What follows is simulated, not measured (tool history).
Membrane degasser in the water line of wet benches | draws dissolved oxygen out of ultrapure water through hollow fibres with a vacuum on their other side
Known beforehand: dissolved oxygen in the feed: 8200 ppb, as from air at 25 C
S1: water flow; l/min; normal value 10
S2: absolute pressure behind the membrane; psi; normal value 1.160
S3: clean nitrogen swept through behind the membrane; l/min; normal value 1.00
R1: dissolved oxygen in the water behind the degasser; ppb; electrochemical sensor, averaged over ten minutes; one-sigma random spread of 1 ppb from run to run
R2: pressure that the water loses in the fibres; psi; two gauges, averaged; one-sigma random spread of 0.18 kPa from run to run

Run 1, hour 0.0: usual settings. Result: R1 129.2 ppb, R2 5.213 psi.
Run 2, hour 125.1: usual settings. Result: R1 131.0 ppb, R2 5.163 psi.
Run 3, hour 191.0: usual settings. Result: R1 132.2 ppb, R2 5.227 psi.
Run 4, hour 343.5: usual settings. Result: R1 132.2 ppb, R2 5.234 psi.
Run 5, hour 426.6: usual settings but S3 1.14 l/min. Result: R1 119.5 ppb, R2 5.201 psi.
Run 6, hour 529.2: usual settings but S3 0.82 l/min. Result: R1 155.8 ppb, R2 5.250 psi.
Run 7, hour 635.4: usual settings. Result: R1 133.6 ppb, R2 5.249 psi.
Run 8, hour 707.9: usual settings. Result: R1 131.7 ppb, R2 5.252 psi.
Run 9, hour 849.5: usual settings. Result: R1 133.2 ppb, R2 5.236 psi.
At hour 873.2: vacuum gauge calibrated.
Run 10, hour 1003.9: usual settings. Result: R1 130.9 ppb, R2 5.239 psi.
Run 11, hour 1126.4: usual settings. Result: R1 131.4 ppb, R2 5.247 psi.
Run 12, hour 1276.0: usual settings. Result: R1 132.1 ppb, R2 5.246 psi.
Run 13, hour 1397.8: usual settings. Result: R1 131.1 ppb, R2 5.258 psi.
Run 14, hour 1532.1: usual settings. Result: R1 131.7 ppb, R2 5.279 psi.
Run 15, hour 1661.6: usual settings. Result: R1 131.3 ppb, R2 5.240 psi.
Run 16, hour 1759.0: usual settings. Result: R1 132.4 ppb, R2 5.279 psi.
Run 17, hour 1824.3: usual settings. Result: R1 132.4 ppb, R2 5.287 psi.
Run 18, hour 1909.7: usual settings. Result: R1 132.6 ppb, R2 5.247 psi.
Run 19, hour 2021.4: usual settings. Result: R1 131.3 ppb, R2 5.221 psi.
Run 20, hour 2172.8: usual settings but S1 15 l/min, S2 0.944 psi. Result: R1 152.4 ppb, R2 7.889 psi.
Run 21, hour 2274.9: usual settings but S1 15 l/min, S2 0.944 psi. Result: R1 152.6 ppb, R2 7.910 psi.
Run 22, hour 2421.6: usual settings but S1 15 l/min, S2 0.944 psi. Result: R1 151.9 ppb, R2 7.890 psi.
Run 23, hour 2546.4: usual settings but S3 2.73 l/min. Result: R1 61.8 ppb, R2 5.310 psi.
At hour 2586.1: seals of the vacuum lines changed.
Run 24, hour 2654.3: usual settings but S2 1.421 psi, S3 2.79 l/min. Result: R1 75.7 ppb, R2 5.288 psi.
Run 25, hour 2756.5: usual settings but S1 8 l/min, S2 2.357 psi, S3 1.38 l/min. Result: R1 190.9 ppb, R2 4.242 psi.
Run 26, hour 2830.2: usual settings but S1 8 l/min, S2 2.357 psi, S3 1.38 l/min. Result: R1 193.3 ppb, R2 4.208 psi.
Run 27, hour 2986.8: usual settings but S1 8 l/min, S2 2.734 psi, S3 0.46 l/min. Result: R1 593.7 ppb, R2 4.212 psi.
Run 28, hour 3132.7: usual settings but S1 8 l/min, S2 1.067 psi, S3 0.46 l/min. Result: R1 176.6 ppb, R2 4.245 psi.
Run 29, hour 3218.8: usual settings but S1 8 l/min, S2 1.067 psi, S3 0.46 l/min. Result: R1 176.0 ppb, R2 4.237 psi.
Run 30, hour 3326.8: usual settings but S3 0.44 l/min. Result: R1 253.9 ppb, R2 5.345 psi.
Run 31, hour 3418.3: usual settings but S3 0.44 l/min. Result: R1 254.2 ppb, R2 5.332 psi.

Here are 4 independent what-if runs from the current tool condition. What would each one return?
Run A, hour 3559.2: usual settings but S1 11 l/min, S2 1.310 psi, S3 1.09 l/min. Result: R1 ?, R2 ?.
Run B, hour 3559.2: usual settings but S1 13 l/min, S2 2.820 psi, S3 1.21 l/min. Result: R1 ?, R2 ?.
Run C, hour 3559.2: usual settings but S1 14 l/min, S2 2.058 psi. Result: R1 ?, R2 ?.
Run D, hour 3559.2: usual settings but S3 1.38 l/min. Result: R1 ?, R2 ?.

run     R1     R2
  A  163.9  5.845
  B  433.7  6.949
  C  382.8  7.390
  D  102.9  5.304
Without the tool's hidden state the same runs would have given:
run     R1     R2
  A  155.5  5.614
  B  423.2  6.678
  C  371.2  7.098
  D   96.3  5.094
